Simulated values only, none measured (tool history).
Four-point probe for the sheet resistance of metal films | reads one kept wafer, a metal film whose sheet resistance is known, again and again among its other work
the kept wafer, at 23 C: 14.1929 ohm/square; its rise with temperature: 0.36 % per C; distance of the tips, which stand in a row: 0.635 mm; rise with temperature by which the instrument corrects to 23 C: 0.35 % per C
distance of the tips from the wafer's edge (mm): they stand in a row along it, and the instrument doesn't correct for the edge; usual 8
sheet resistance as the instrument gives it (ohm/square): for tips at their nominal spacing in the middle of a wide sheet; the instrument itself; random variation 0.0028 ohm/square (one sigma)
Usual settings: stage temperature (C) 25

run,hour,stage temperature (C),distance of the tips from the wafer's edge (mm),sheet resistance as the instrument gives it (ohm/square)
1,0,25,8,14.310948
2,15.1,25,8,14.311004
3,31.8,19,8,14.304947
4,51,19,8,14.308714
5,66.9,19,7,14.323992
6,84,25,8,14.315955
7,99.5,25,8,14.310539
8,110.2,29,8,14.313861
9,124.8,29,8,14.317205
10,138.6,30,5,14.388323

Run 11 comes next. What will it give?
11,148.7,30,44,?

Run 11 gave sheet resistance as the instrument gives it (ohm/square) 14.272757.
Without the tool's hidden state the same run would have given sheet resistance as the instrument gives it (ohm/square) 14.199726.
